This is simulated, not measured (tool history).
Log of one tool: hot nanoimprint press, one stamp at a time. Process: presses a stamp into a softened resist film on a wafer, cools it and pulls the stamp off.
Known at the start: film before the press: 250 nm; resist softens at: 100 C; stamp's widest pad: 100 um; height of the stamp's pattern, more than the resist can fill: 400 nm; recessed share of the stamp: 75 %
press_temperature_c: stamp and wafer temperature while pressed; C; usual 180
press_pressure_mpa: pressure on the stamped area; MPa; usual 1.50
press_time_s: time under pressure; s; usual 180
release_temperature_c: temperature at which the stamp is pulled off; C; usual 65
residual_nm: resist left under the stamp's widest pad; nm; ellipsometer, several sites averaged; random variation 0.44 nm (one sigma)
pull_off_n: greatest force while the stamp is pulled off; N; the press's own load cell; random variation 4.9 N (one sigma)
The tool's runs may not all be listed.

run,hour,press_temperature_c,press_pressure_mpa,press_time_s,release_temperature_c,residual_nm,pull_off_n
1,0.0,180,1.50,180,65,134.6,236
2,24.9,180,1.50,180,65,134.5,242
3,82.2,180,1.50,180,65,135.1,235
4,136.5,179,1.50,180,65,140.2,246
5,181.0,180,1.50,180,65,135.9,232
6,208.0,180,1.50,180,65,135.0,241
7,249.2,180,1.50,180,65,135.5,240
8,291.7,179,1.50,180,65,140.0,240
9,323.1,179,1.50,180,65,139.5,235
10,355.9,179,1.50,180,65,140.3,234
11,416.0,179,1.50,180,65,140.9,245
12,467.5,180,1.50,140,65,146.5,240
13,523.9,180,0.93,180,65,165.3,241
14,567.0,180,0.93,180,65,165.4,241
15,597.7,180,1.50,203,65,131.4,245
16,657.6,180,1.50,203,65,130.5,244
17,686.9,180,1.50,203,65,130.4,242
18,739.2,180,1.50,110,62,157.2,253
19,767.0,169,2.30,353,65,139.1,245
20,804.9,169,2.30,353,65,138.3,235
21,857.2,169,1.46,315,65,172.4,245
22,905.0,180,2.02,180,62,117.1,263
23,930.4,180,0.90,188,73,166.2,185
24,997.2,180,1.50,323,51,111.4,327
25,1034.6,180,1.27,263,71,130.5,200
26,1080.6,180,1.27,263,71,130.4,196
27,1115.7,184,1.27,222,71,118.5,195
28,1144.7,184,1.27,222,72,119.0,189
29,1171.0,180,1.50,180,72,136.2,187
30,1221.7,180,1.50,180,72,136.2,202
31,1269.2,180,1.50,180,72,136.4,194

Taken out of this log: 9 entries between the listed runs. Where each belongs, and how the hidden state differs across it:
Between runs 4 and 5: stamp cleaned and given a new release coat (hour 169.4)
  grip of the stamp's worn release coat, % over a new coat's: 0.4 -> 0; drift of the gauge itself on residual_nm, %: 0.16 -> 0.2
  measured less the result without the state, residual_nm: +0.3 -> +0.3 nm
Between runs 6 and 7: plate thermocouple calibrated (hour 243.3)
  true temperature over the reading, C: -0.01 -> 0; drift of the gauge itself on residual_nm, %: 0.23 -> 0.28
  measured less the result without the state, residual_nm: +0.4 -> +0.4 nm
Between runs 11 and 12: stamp cleaned and given a new release coat (hour 436.3)
  grip of the stamp's worn release coat, % over a new coat's: 0.5 -> 0.1; drift of the gauge itself on residual_nm, %: 0.47 -> 0.52
  measured less the result without the state, residual_nm: +0.7 -> +0.8 nm
Between runs 17 and 18: stamp cleaned and given a new release coat (hour 701.2); plate thermocouple calibrated (hour 714.7)
  true temperature over the reading, C: -0.01 -> 0; grip of the stamp's worn release coat, % over a new coat's: 0.5 -> 0.1; drift of the gauge itself on residual_nm, %: 0.77 -> 0.82
  measured less the result without the state, residual_nm: +1.1 -> +1.3 nm
Between runs 20 and 21: press's hydraulic seals changed and the load cell set to zero (hour 854.6)
  true temperature over the reading, C: 0 -> -0.01; pressure that arrives at the usual setting, %: 99.94 -> 100; grip of the stamp's worn release coat, % over a new coat's: 0.2 -> 0.3; drift of the gauge itself on residual_nm, %: 0.9 -> 0.95
  measured less the result without the state, residual_nm: +1.3 -> +1.6 nm
Between runs 23 and 24: stamp cleaned and given a new release coat (hour 975.8)
  pressure that arrives at the usual setting, %: 100 -> 99.99; grip of the stamp's worn release coat, % over a new coat's: 0.4 -> 0; drift of the gauge itself on residual_nm, %: 1.03 -> 1.1
  measured less the result without the state, residual_nm: +1.7 -> +1.2 nm
Between runs 29 and 30: plate thermocouple calibrated (hour 1187.7)
  true temperature over the reading, C: -0.01 -> 0; grip of the stamp's worn release coat, % over a new coat's: 0.4 -> 0.5; drift of the gauge itself on residual_nm, %: 1.3 -> 1.36
  measured less the result without the state, residual_nm: +1.8 -> +1.8 nm
Between runs 30 and 31: stamp cleaned and given a new release coat (hour 1242.2)
  grip of the stamp's worn release coat, % over a new coat's: 0.5 -> 0; drift of the gauge itself on residual_nm, %: 1.36 -> 1.4
  measured less the result without the state, residual_nm: +1.8 -> +1.9 nm

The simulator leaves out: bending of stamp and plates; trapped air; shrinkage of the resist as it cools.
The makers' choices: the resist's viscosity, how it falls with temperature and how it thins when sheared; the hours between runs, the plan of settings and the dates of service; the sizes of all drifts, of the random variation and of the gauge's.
